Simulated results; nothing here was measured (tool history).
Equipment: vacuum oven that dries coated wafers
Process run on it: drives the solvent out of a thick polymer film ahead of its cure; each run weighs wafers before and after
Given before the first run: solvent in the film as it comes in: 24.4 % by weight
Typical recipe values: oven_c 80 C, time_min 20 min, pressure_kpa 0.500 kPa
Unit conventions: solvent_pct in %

| run | hour | oven_c | time_min | pressure_kpa | solvent_pct |
|---|---|---|---|---|---|
| 1 | 0.0 | 80 | 20 | 0.500 | 1.81 |
| 2 | 14.0 | 80 | 20 | 0.500 | 1.67 |
| 3 | 35.3 | 80 | 20 | 0.500 | 1.80 |
| 4 | 49.7 | 80 | 20 | 0.500 | 1.82 |
| 5 | 70.6 | 80 | 25 | 0.500 | 1.26 |
| 6 | 87.2 | 80 | 25 | 0.500 | 1.27 |
| 7 | 114.2 | 80 | 25 | 0.500 | 1.32 |
| 8 | 145.0 | 67 | 20 | 0.500 | 8.16 |
| 9 | 173.0 | 80 | 20 | 0.614 | 1.96 |
| 10 | 193.6 | 80 | 23 | 0.500 | 1.47 |
| 11 | 222.0 | 80 | 20 | 0.500 | 1.88 |
| 12 | 241.8 | 80 | 20 | 0.330 | 1.63 |
| 13 | 264.2 | 80 | 12 | 0.500 | 4.16 |
| 14 | 280.6 | 80 | 12 | 0.500 | 4.27 |
| 15 | 301.9 | 80 | 12 | 0.500 | 4.15 |
| 16 | 328.9 | 80 | 20 | 0.762 | 2.22 |
| 17 | 358.8 | 80 | 20 | 0.762 | 2.29 |
| 18 | 383.9 | 80 | 20 | 0.762 | 2.31 |
|  | 387.5 | vacuum gauge cleaned of residue and calibrated |
| 19 | 412.6 | 80 | 10 | 0.762 | 5.79 |
|  | 441.2 | vacuum gauge cleaned of residue and calibrated, once more |
| 20 | 441.6 | 80 | 10 | 0.762 | 5.61 |
| 21 | 466.2 | 93 | 20 | 0.500 | 0.43 |
| 22 | 496.4 | 77 | 20 | 0.297 | 2.60 |
| 23 | 526.1 | 91 | 20 | 0.297 | 0.26 |
| 24 | 542.6 | 91 | 20 | 0.297 | 0.32 |
| 25 | 558.3 | 92 | 30 | 0.368 | 0.36 |
| 26 | 586.6 | 83 | 18 | 1.431 | 2.53 |
| 27 | 614.0 | 71 | 29 | 0.500 | 3.71 |
| 28 | 629.3 | 76 | 34 | 0.265 | 1.11 |
| 29 | 660.2 | 76 | 34 | 0.265 | 1.09 |
| 30 | 687.6 | 76 | 31 | 0.265 | 1.43 |
| 31 | 710.9 | 90 | 25 | 0.278 | 0.29 |
| 32 | 730.6 | 75 | 20 | 1.392 | 5.18 |
| 33 | 747.5 | 71 | 10 | 0.500 | 10.79 |
| 34 | 772.3 | 81 | 29 | 0.500 | 0.95 |
| 35 | 795.7 | 81 | 29 | 0.500 | 0.99 |
| 36 | 809.4 | 80 | 20 | 0.527 | 2.04 |

Consider 3 possible next runs. They are alternatives, not a sequence: every one starts from the tool as it was left by run 36. What does each give?
|  | 815.1 | oven's thermocouples calibrated |
| A | 835.5 | 83 | 11 | 0.500 | ? |
|  | 815.1 | oven's thermocouples calibrated |
| B | 835.5 | 80 | 20 | 0.635 | ? |
|  | 815.1 | oven's thermocouples calibrated |
| C | 835.5 | 79 | 20 | 1.945 | ? |

| run | solvent_pct |
|---|---|
| A | 2.90 |
| B | 1.73 |
| C | 3.75 |
Stripped of hidden state, with their random variation kept, the same runs would have yielded:
| run | solvent_pct |
|---|---|
| A | 2.88 |
| B | 1.69 |
| C | 3.72 |
